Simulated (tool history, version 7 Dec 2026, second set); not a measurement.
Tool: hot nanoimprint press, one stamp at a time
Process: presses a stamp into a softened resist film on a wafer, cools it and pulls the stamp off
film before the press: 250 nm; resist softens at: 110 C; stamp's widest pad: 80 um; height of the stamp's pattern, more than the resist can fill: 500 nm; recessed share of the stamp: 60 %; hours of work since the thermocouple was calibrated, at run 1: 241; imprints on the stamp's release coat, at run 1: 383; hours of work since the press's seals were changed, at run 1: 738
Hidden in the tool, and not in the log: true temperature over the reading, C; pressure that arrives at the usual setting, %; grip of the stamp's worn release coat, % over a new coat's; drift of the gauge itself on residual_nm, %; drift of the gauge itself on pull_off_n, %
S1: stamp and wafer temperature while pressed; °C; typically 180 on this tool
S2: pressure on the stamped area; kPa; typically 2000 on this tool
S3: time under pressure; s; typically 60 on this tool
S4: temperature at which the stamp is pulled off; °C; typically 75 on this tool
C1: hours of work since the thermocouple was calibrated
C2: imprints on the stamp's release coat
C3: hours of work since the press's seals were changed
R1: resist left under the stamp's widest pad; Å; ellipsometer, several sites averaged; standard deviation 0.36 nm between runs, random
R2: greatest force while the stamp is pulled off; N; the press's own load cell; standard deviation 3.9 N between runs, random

{"run": 1, "hour": 0.0, "S1": 180, "S2": 2000, "S3": 60, "S4": 75, "C1": 241, "C2": 383, "C3": 738, "R1": 1031, "R2": 224}
{"run": 2, "hour": 32.6, "S1": 180, "S2": 2000, "S3": 57, "S4": 75, "C1": 261, "C2": 462, "C3": 759, "R1": 1058, "R2": 243}
{"run": 3, "hour": 60.3, "S1": 180, "S2": 2000, "S3": 60, "S4": 75, "C1": 279, "C2": 529, "C3": 777, "R1": 1028, "R2": 230}
{"run": 4, "hour": 85.4, "S1": 180, "S2": 2000, "S3": 33, "S4": 75, "C1": 295, "C2": 590, "C3": 793, "R1": 1286, "R2": 230}
{"run": 5, "hour": 127.9, "S1": 180, "S2": 2000, "S3": 60, "S4": 75, "C1": 322, "C2": 693, "C3": 820, "R1": 1033, "R2": 230}
{"run": 6, "hour": 159.9, "S1": 180, "S2": 2000, "S3": 60, "S4": 75, "C1": 343, "C2": 770, "C3": 841, "R1": 1024, "R2": 233}
{"run": 7, "hour": 187.6, "S1": 180, "S2": 2000, "S3": 60, "S4": 75, "C1": 361, "C2": 837, "C3": 858, "R1": 1033, "R2": 230}
{"run": 8, "hour": 230.0, "S1": 180, "S2": 2000, "S3": 60, "S4": 75, "C1": 388, "C2": 940, "C3": 885, "R1": 1040, "R2": 234}
{"run": 9, "hour": 287.1, "S1": 180, "S2": 2000, "S3": 60, "S4": 75, "C1": 424, "C2": 1078, "C3": 922, "R1": 1034, "R2": 238}
{"run": 10, "hour": 344.1, "S1": 180, "S2": 2000, "S3": 60, "S4": 60, "C1": 461, "C2": 1216, "C3": 958, "R1": 1039, "R2": 254}
{"run": 11, "hour": 369.7, "S1": 180, "S2": 2000, "S3": 60, "S4": 60, "C1": 477, "C2": 1278, "C3": 975, "R1": 1040, "R2": 246}
{"run": 12, "hour": 426.8, "S1": 180, "S2": 2000, "S3": 107, "S4": 75, "C1": 514, "C2": 1416, "C3": 1011, "R1": 828, "R2": 234}
{"run": 13, "hour": 465.4, "S1": 180, "S2": 2000, "S3": 107, "S4": 75, "C1": 538, "C2": 1510, "C3": 1036, "R1": 830, "R2": 234}
{"run": 14, "hour": 489.6, "S1": 180, "S2": 2000, "S3": 107, "S4": 75, "C1": 554, "C2": 1568, "C3": 1051, "R1": 830, "R2": 240}
{"hour": 543.5, "done": "plate thermocouple calibrated"}
{"run": 15, "hour": 548.1, "S1": 180, "S2": 2000, "S3": 107, "S4": 75, "C1": 3, "C2": 1703, "C3": 1087, "R1": 833, "R2": 236}
{"run": 16, "hour": 581.9, "S1": 180, "S2": 2000, "S3": 107, "S4": 75, "C1": 25, "C2": 1784, "C3": 1108, "R1": 833, "R2": 236}
{"run": 17, "hour": 641.1, "S1": 182, "S2": 2060, "S3": 30, "S4": 67, "C1": 62, "C2": 1928, "C3": 1146, "R1": 1257, "R2": 245}
{"run": 18, "hour": 691.5, "S1": 182, "S2": 2060, "S3": 30, "S4": 67, "C1": 95, "C2": 2050, "C3": 1179, "R1": 1260, "R2": 244}
{"run": 19, "hour": 746.3, "S1": 182, "S2": 2060, "S3": 30, "S4": 67, "C1": 130, "C2": 2183, "C3": 1214, "R1": 1263, "R2": 251}
{"run": 20, "hour": 779.9, "S1": 180, "S2": 2000, "S3": 60, "S4": 75, "C1": 151, "C2": 2264, "C3": 1235, "R1": 1043, "R2": 237}
{"hour": 802.4, "done": "stamp cleaned and given a new release coat"}
{"run": 21, "hour": 812.9, "S1": 180, "S2": 2000, "S3": 60, "S4": 75, "C1": 168, "C2": 25, "C3": 1252, "R1": 1050, "R2": 241}
{"run": 22, "hour": 850.9, "S1": 180, "S2": 2000, "S3": 60, "S4": 75, "C1": 193, "C2": 117, "C3": 1277, "R1": 1049, "R2": 236}
{"run": 23, "hour": 877.3, "S1": 184, "S2": 1400, "S3": 77, "S4": 64, "C1": 210, "C2": 181, "C3": 1294, "R1": 1016, "R2": 247}
{"hour": 904.3, "done": "press's hydraulic seals changed and the load cell set to zero"}
{"run": 24, "hour": 935.2, "S1": 174, "S2": 2080, "S3": 59, "S4": 75, "C1": 242, "C2": 302, "C3": 20, "R1": 1233, "R2": 235}
{"run": 25, "hour": 969.1, "S1": 174, "S2": 2080, "S3": 40, "S4": 81, "C1": 263, "C2": 384, "C3": 41, "R1": 1414, "R2": 227}
{"run": 26, "hour": 1007.0, "S1": 192, "S2": 1580, "S3": 60, "S4": 75, "C1": 287, "C2": 476, "C3": 66, "R1": 853, "R2": 232}
{"run": 27, "hour": 1038.6, "S1": 180, "S2": 2000, "S3": 65, "S4": 75, "C1": 308, "C2": 552, "C3": 86, "R1": 1024, "R2": 234}
{"run": 28, "hour": 1073.6, "S1": 180, "S2": 2000, "S3": 65, "S4": 75, "C1": 330, "C2": 637, "C3": 108, "R1": 1024, "R2": 225}
{"run": 29, "hour": 1109.3, "S1": 180, "S2": 2000, "S3": 73, "S4": 75, "C1": 353, "C2": 724, "C3": 131, "R1": 981, "R2": 223}

What if the next run were any one of these 3? Each begins from the tool's condition after run 29:
{"run": "A", "hour": 1162.2, "S1": 185, "S2": 1460, "S3": 60, "S4": 75, "C1": 387, "C2": 852, "C3": 165, "R1": "?", "R2": "?"}
{"run": "B", "hour": 1162.2, "S1": 180, "S2": 1590, "S3": 99, "S4": 63, "C1": 387, "C2": 852, "C3": 165, "R1": "?", "R2": "?"}
{"run": "C", "hour": 1162.2, "S1": 170, "S2": 2000, "S3": 31, "S4": 69, "C1": 387, "C2": 852, "C3": 165, "R1": "?", "R2": "?"}

run=A R1=1069 R2=232
run=B R1=978 R2=244
run=C R1=1711 R2=231
Take away the tool's hidden state, keep each run's random variation, and the runs would have read:
run=A R1=1045 R2=231
run=B R1=956 R2=243
run=C R1=1673 R2=231
